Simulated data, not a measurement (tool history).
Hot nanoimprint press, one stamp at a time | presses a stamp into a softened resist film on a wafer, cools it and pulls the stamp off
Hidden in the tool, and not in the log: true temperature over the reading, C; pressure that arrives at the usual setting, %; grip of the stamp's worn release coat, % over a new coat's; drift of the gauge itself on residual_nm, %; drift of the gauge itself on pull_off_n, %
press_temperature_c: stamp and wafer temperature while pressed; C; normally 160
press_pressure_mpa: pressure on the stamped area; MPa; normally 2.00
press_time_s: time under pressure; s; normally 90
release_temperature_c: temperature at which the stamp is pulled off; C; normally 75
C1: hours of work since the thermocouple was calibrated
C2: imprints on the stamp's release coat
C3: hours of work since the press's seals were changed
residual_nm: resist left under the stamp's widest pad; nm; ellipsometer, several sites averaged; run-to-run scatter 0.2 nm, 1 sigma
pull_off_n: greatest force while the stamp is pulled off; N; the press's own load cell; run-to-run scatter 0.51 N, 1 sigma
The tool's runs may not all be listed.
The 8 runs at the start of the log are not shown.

run 9 day=3.858 | press_temperature_c=160 press_pressure_mpa=2.00 press_time_s=90 release_temperature_c=75 | C1=208 C2=286 C3=404 | residual_nm=73.1 pull_off_n=127.5
run 10 day=4.500 | press_temperature_c=160 press_pressure_mpa=2.00 press_time_s=46 release_temperature_c=75 | C1=216 C2=334 C3=413 | residual_nm=96.1 pull_off_n=128.7
run 11 day=5.171 | press_temperature_c=160 press_pressure_mpa=2.00 press_time_s=172 release_temperature_c=75 | C1=225 C2=383 C3=422 | residual_nm=54.5 pull_off_n=128.9
run 12 day=5.604 | press_temperature_c=160 press_pressure_mpa=2.00 press_time_s=90 release_temperature_c=75 | C1=231 C2=415 C3=427 | residual_nm=73.4 pull_off_n=130.1
run 13 day=6.175 | press_temperature_c=160 press_pressure_mpa=2.00 press_time_s=90 release_temperature_c=75 | C1=239 C2=458 C3=435 | residual_nm=72.5 pull_off_n=130.2
run 14 day=6.688 | press_temperature_c=160 press_pressure_mpa=2.00 press_time_s=90 release_temperature_c=75 | C1=245 C2=496 C3=442 | residual_nm=72.6 pull_off_n=130.7
-- day=7.012 stamp cleaned and given a new release coat
run 15 day=7.400 | press_temperature_c=160 press_pressure_mpa=2.00 press_time_s=90 release_temperature_c=75 | C1=251 C2=29 C3=448 | residual_nm=72.4 pull_off_n=121.5
run 16 day=8.121 | press_temperature_c=157 press_pressure_mpa=2.00 press_time_s=90 release_temperature_c=80 | C1=261 C2=82 C3=458 | residual_nm=88.7 pull_off_n=106.9
run 17 day=8.708 | press_temperature_c=151 press_pressure_mpa=2.00 press_time_s=90 release_temperature_c=66 | C1=269 C2=126 C3=465 | residual_nm=128.2 pull_off_n=152.5
run 18 day=9.142 | press_temperature_c=151 press_pressure_mpa=1.46 press_time_s=70 release_temperature_c=66 | C1=274 C2=158 C3=471 | residual_nm=148.0 pull_off_n=154.4
run 19 day=9.746 | press_temperature_c=151 press_pressure_mpa=1.46 press_time_s=70 release_temperature_c=66 | C1=283 C2=203 C3=479 | residual_nm=148.8 pull_off_n=155.5
run 20 day=10.362 | press_temperature_c=172 press_pressure_mpa=1.44 press_time_s=95 release_temperature_c=74 | C1=291 C2=248 C3=487 | residual_nm=37.4 pull_off_n=129.5
run 21 day=10.983 | press_temperature_c=164 press_pressure_mpa=1.65 press_time_s=90 release_temperature_c=75 | C1=299 C2=295 C3=495 | residual_nm=60.1 pull_off_n=127.0
run 22 day=11.621 | press_temperature_c=164 press_pressure_mpa=1.65 press_time_s=90 release_temperature_c=73 | C1=307 C2=342 C3=504 | residual_nm=59.9 pull_off_n=134.5
run 23 day=12.121 | press_temperature_c=164 press_pressure_mpa=2.27 press_time_s=90 release_temperature_c=73 | C1=314 C2=379 C3=510 | residual_nm=51.8 pull_off_n=134.8
run 24 day=12.417 | press_temperature_c=164 press_pressure_mpa=2.27 press_time_s=90 release_temperature_c=73 | C1=318 C2=401 C3=514 | residual_nm=51.6 pull_off_n=135.0
run 25 day=12.892 | press_temperature_c=164 press_pressure_mpa=2.27 press_time_s=90 release_temperature_c=73 | C1=324 C2=436 C3=521 | residual_nm=51.4 pull_off_n=136.4
run 26 day=13.379 | press_temperature_c=160 press_pressure_mpa=1.75 press_time_s=86 release_temperature_c=75 | C1=331 C2=472 C3=527 | residual_nm=77.4 pull_off_n=129.6
-- day=14.067 stamp cleaned and given a new release coat
run 27 day=14.300 | press_temperature_c=148 press_pressure_mpa=2.00 press_time_s=90 release_temperature_c=75 | C1=339 C2=17 C3=536 | residual_nm=147.4 pull_off_n=121.2
run 28 day=14.646 | press_temperature_c=160 press_pressure_mpa=1.28 press_time_s=90 release_temperature_c=68 | C1=344 C2=43 C3=541 | residual_nm=86.0 pull_off_n=144.1
run 29 day=15.338 | press_temperature_c=155 press_pressure_mpa=2.00 press_time_s=76 release_temperature_c=68 | C1=353 C2=94 C3=550 | residual_nm=106.2 pull_off_n=144.0
run 30 day=15.775 | press_temperature_c=155 press_pressure_mpa=2.00 press_time_s=64 release_temperature_c=64 | C1=359 C2=126 C3=556 | residual_nm=112.4 pull_off_n=158.4

Below are 4 alternative next runs, each starting from the tool's condition after run 30. Predict each:
-- day=16.079 plate thermocouple calibrated
run A day=16.238 | press_temperature_c=162 press_pressure_mpa=1.61 press_time_s=74 release_temperature_c=64 | C1=2 C2=151 C3=560 | residual_nm=? pull_off_n=?
-- day=16.079 plate thermocouple calibrated
run B day=16.238 | press_temperature_c=154 press_pressure_mpa=1.36 press_time_s=49 release_temperature_c=75 | C1=2 C2=151 C3=560 | residual_nm=? pull_off_n=?
-- day=16.079 plate thermocouple calibrated
run C day=16.238 | press_temperature_c=159 press_pressure_mpa=2.00 press_time_s=144 release_temperature_c=75 | C1=2 C2=151 C3=560 | residual_nm=? pull_off_n=?
-- day=16.079 plate thermocouple calibrated
run D day=16.238 | press_temperature_c=160 press_pressure_mpa=2.00 press_time_s=90 release_temperature_c=71 | C1=2 C2=151 C3=560 | residual_nm=? pull_off_n=?

run=A residual_nm=82.0 pull_off_n=164.5
run=B residual_nm=152.2 pull_off_n=128.7
run=C residual_nm=69.2 pull_off_n=128.9
run=D residual_nm=79.3 pull_off_n=140.6
Stripped of hidden state, with their random variation kept, the same runs would have yielded:
run=A residual_nm=79.4 pull_off_n=159.8
run=B residual_nm=149.7 pull_off_n=124.9
run=C residual_nm=66.6 pull_off_n=125.1
run=D residual_nm=76.5 pull_off_n=136.5

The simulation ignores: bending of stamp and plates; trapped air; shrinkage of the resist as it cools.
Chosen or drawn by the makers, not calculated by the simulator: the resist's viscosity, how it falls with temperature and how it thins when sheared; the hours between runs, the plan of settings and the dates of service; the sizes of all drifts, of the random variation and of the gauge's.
